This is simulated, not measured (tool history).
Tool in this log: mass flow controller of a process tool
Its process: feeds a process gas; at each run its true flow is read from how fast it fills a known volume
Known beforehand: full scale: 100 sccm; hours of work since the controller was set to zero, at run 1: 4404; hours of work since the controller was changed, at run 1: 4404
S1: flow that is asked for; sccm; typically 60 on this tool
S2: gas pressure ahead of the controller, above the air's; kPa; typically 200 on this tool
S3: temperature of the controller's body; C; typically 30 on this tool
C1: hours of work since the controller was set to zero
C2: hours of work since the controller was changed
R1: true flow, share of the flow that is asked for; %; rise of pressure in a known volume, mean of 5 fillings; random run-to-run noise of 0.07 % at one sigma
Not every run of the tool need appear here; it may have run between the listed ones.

run	hour	S1	S2	S3	C1	C2	R1
1	0.0	60	200	30	4404	4404	96.66
2	257.2	60	200	30	4518	4518	96.79
3	420.2	60	200	30	4591	4591	96.69
4	596.7	60	200	30	4669	4669	96.67
5	760.8	60	200	30	4742	4742	96.74
6	1063.8	60	200	30	4877	4877	96.61
# hour 1078.1: controller's zero set anew
7	1241.8	60	200	30	73	4956	96.00
8	1473.3	60	200	30	176	5059	95.88
9	1709.6	60	200	30	281	5164	95.96
10	2018.7	60	234	38	419	5302	96.19
11	2311.7	19	234	34	549	5432	91.42
# hour 2328.3: controller's zero set anew, once more
12	2556.2	60	195	30	101	5541	97.17
13	2832.5	60	195	30	224	5664	96.78

Consider 3 possible next runs. They are alternatives, not a sequence: every one starts from the tool as it was left by run 13. What does each give?
# hour 2873.3: controller exchanged for a calibrated one
A	2964.8	77	195	30	41	41	?
# hour 2873.3: controller exchanged for a calibrated one
B	2964.8	14	197	24	41	41	?
# hour 2873.3: controller exchanged for a calibrated one
C	2964.8	18	252	24	41	41	?

run	R1
A	99.59
B	97.20
C	97.02
With no hidden state in the tool, these same runs would have given:
run	R1
A	99.86
B	97.86
C	97.57
